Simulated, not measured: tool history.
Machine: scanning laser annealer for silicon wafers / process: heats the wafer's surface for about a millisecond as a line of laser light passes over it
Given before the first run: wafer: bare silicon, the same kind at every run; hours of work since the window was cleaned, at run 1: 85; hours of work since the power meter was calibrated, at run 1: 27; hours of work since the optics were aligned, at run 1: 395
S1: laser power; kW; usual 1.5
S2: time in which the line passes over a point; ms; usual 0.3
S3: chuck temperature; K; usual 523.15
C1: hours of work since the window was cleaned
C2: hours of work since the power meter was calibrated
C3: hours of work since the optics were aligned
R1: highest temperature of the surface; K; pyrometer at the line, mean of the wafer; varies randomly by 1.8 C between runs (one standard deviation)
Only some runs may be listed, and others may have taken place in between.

Run 1, hour 0: usual settings; C1 85; C2 27; C3 395. Result: R1 1250.15 K.
Run 2, hour 6.8: usual settings but S1 1.581 kW; C1 89; C2 31; C3 398. Result: R1 1295.15 K.
Run 3, hour 14: usual settings but S1 1.581 kW; C1 93; C2 35; C3 402. Result: R1 1294.15 K.
Run 4, hour 21.1: usual settings but S1 1.581 kW; C1 96; C2 38; C3 406. Result: R1 1292.15 K.
Run 5, hour 33.7: usual settings but S1 1.581 kW; C1 103; C2 45; C3 413. Result: R1 1294.15 K.
Run 6, hour 41.8: usual settings but S3 484.15 K; C1 107; C2 49; C3 417. Result: R1 1206.15 K.
Run 7, hour 51.5: usual settings but S3 484.15 K; C1 112; C2 54; C3 422. Result: R1 1213.15 K.
Run 8, hour 64.7: usual settings; C1 119; C2 61; C3 429. Result: R1 1248.15 K.
Run 9, hour 77.5: usual settings; C1 126; C2 68; C3 436. Result: R1 1248.15 K.
Run 10, hour 86.9: usual settings; C1 131; C2 73; C3 441. Result: R1 1248.15 K.
Run 11, hour 98.8: usual settings; C1 137; C2 79; C3 447. Result: R1 1245.15 K.
Run 12, hour 107.8: usual settings; C1 142; C2 84; C3 452. Result: R1 1248.15 K.
Run 13, hour 118.6: usual settings; C1 148; C2 90; C3 457. Result: R1 1247.15 K.
Run 14, hour 131: usual settings; C1 154; C2 96; C3 464. Result: R1 1246.15 K.
Run 15, hour 137.9: usual settings; C1 158; C2 100; C3 468. Result: R1 1248.15 K.
Run 16, hour 150: usual settings; C1 164; C2 106; C3 474. Result: R1 1246.15 K.
Run 17, hour 161.5: usual settings; C1 170; C2 112; C3 480. Result: R1 1249.15 K.
Run 18, hour 173.1: usual settings but S3 519.15 K; C1 177; C2 119; C3 486. Result: R1 1245.15 K.
Run 19, hour 180: usual settings; C1 180; C2 122; C3 490. Result: R1 1244.15 K.
Run 20, hour 192: usual settings but S1 1.485 kW; C1 187; C2 128; C3 496. Result: R1 1236.15 K.
Run 21, hour 201.6: usual settings but S1 1.485 kW; C1 192; C2 134; C3 501. Result: R1 1237.15 K.
Run 22, hour 209.7: usual settings but S1 1.589 kW; C1 196; C2 138; C3 505. Result: R1 1291.15 K.
Run 23, hour 215.5: usual settings but S1 1.589 kW, S2 0.318 ms; C1 199; C2 141; C3 508. Result: R1 1317.15 K.
Run 24, hour 226.4: usual settings but S1 1.474 kW, S2 0.262 ms, S3 533.15 K; C1 205; C2 147; C3 514. Result: R1 1184.15 K.
Run 25, hour 236.7: usual settings but S1 1.405 kW, S2 0.262 ms, S3 556.15 K; C1 210; C2 152; C3 520. Result: R1 1176.15 K.
Run 26, hour 248.7: usual settings but S1 1.405 kW, S2 0.262 ms, S3 556.15 K; C1 216; C2 158; C3 526. Result: R1 1174.15 K.
Run 27, hour 257: usual settings but S1 1.445 kW, S2 0.262 ms, S3 510.15 K; C1 221; C2 163; C3 530. Result: R1 1150.15 K.
Run 28, hour 269.3: usual settings but S1 1.562 kW, S2 0.262 ms, S3 533.15 K; C1 227; C2 169; C3 537. Result: R1 1226.15 K.
Run 29, hour 281.9: usual settings but S1 1.562 kW, S2 0.262 ms, S3 533.15 K; C1 234; C2 176; C3 544. Result: R1 1227.15 K.
Run 30, hour 294.2: usual settings but S1 1.562 kW, S2 0.262 ms, S3 533.15 K; C1 240; C2 182; C3 550. Result: R1 1227.15 K.
Run 31, hour 300: usual settings but S1 1.562 kW, S2 0.262 ms, S3 533.15 K; C1 244; C2 186; C3 553. Result: R1 1228.15 K.
Run 32, hour 312.2: usual settings but S1 1.63 kW, S2 0.249 ms, S3 496.15 K; C1 250; C2 192; C3 560. Result: R1 1198.15 K.
Run 33, hour 322.9: usual settings but S1 1.41 kW, S2 0.288 ms, S3 496.15 K; C1 256; C2 198; C3 565. Result: R1 1146.15 K.
Run 34, hour 333.8: usual settings but S2 0.308 ms; C1 261; C2 203; C3 571. Result: R1 1250.15 K.
Run 35, hour 340.8: usual settings but S2 0.308 ms; C1 265; C2 207; C3 575. Result: R1 1248.15 K.
Run 36, hour 352.1: usual settings but S1 1.358 kW, S2 0.316 ms, S3 502.15 K; C1 271; C2 213; C3 581. Result: R1 1160.15 K.
Run 37, hour 358.7: usual settings but S1 1.358 kW, S2 0.316 ms, S3 502.15 K; C1 275; C2 216; C3 584. Result: R1 1166.15 K.
Run 38, hour 372: usual settings but S1 1.427 kW, S3 528.15 K; C1 282; C2 224; C3 591. Result: R1 1203.15 K.
Run 39, hour 378.6: usual settings but S1 1.398 kW, S2 0.252 ms, S3 488.15 K; C1 285; C2 227; C3 595. Result: R1 1082.15 K.
Run 40, hour 388.9: usual settings but S1 1.286 kW; C1 290; C2 232; C3 600. Result: R1 1126.15 K.
Run 41, hour 396.3: usual settings but S1 1.286 kW; C1 294; C2 236; C3 604. Result: R1 1125.15 K.
Run 42, hour 406.8: usual settings but S2 0.339 ms, S3 552.15 K; C1 300; C2 242; C3 609. Result: R1 1319.15 K.

For some of the steps in R1 from one run to the next: how much would appear even if the tool had no hidden state, given the settings, what came in and random variation, and how much remains for the hidden state plus any gauge scatter that the measured result and the result without hidden state don't share?
The hidden state here: light that passes the window, % of a clean one's; laser's true power over the reading, %; width of the line over the set one, %; drift of the gauge itself on peak_c, C.
Run 21 -> 22: S1 1.485 -> 1.589. R1 +54 K: hidden state -3, all else +57.
Run 23 -> 24: S1 1.589 -> 1.474, S2 0.318 -> 0.262, S3 523.15 -> 533.15. R1 -133 K: hidden state +3, all else -136.
Run 38 -> 39: S1 1.427 -> 1.398, S2 0.3 -> 0.252, S3 528.15 -> 488.15. R1 -121 K: hidden state +4, all else -125.
Run 41 -> 42: S1 1.286 -> 1.5, S2 0.3 -> 0.339, S3 523.15 -> 552.15. R1 +194 K: hidden state -7, all else +201.
